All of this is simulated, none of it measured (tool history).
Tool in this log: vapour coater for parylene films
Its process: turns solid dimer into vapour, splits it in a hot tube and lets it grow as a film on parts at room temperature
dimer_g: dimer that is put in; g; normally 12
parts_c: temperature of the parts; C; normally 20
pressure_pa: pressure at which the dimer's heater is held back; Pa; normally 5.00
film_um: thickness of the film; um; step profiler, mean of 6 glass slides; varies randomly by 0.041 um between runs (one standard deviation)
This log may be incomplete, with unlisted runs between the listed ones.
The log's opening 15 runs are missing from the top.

run	hour	dimer_g	parts_c	pressure_pa	film_um
16	321.2	5	20	5.00	2.47
17	349.9	12	20	5.00	5.76
18	367.4	12	15	5.00	7.00
19	391.5	19	20	5.00	9.01
20	414.7	19	20	5.00	9.08
21	439.5	19	20	5.00	9.04
22	471.1	12	20	5.00	5.75
23	489.2	12	20	5.00	5.73
24	515.2	12	20	5.00	5.75
25	542.8	20	14	7.09	11.55
26	574.1	20	14	11.71	10.66
27	597.2	7	21	2.32	3.53
28	612.2	7	21	2.32	3.54
29	634.6	5	16	6.78	2.67
30	660.2	5	16	6.78	2.63
31	686.1	5	16	6.78	2.64
32	708.9	5	16	6.78	2.64
33	734.6	5	16	6.78	2.61
# hour 751.1: trap's valve overhauled
34	754.7	13	20	2.17	7.09
35	785.2	17	23	7.21	7.03
36	815.6	12	12	7.99	7.52

Expected results for the next run?
37	836.6	12	12	7.99	?

film_um: 7.61 um
With no hidden state in the tool, this same run would have given film_um 7.92 um.

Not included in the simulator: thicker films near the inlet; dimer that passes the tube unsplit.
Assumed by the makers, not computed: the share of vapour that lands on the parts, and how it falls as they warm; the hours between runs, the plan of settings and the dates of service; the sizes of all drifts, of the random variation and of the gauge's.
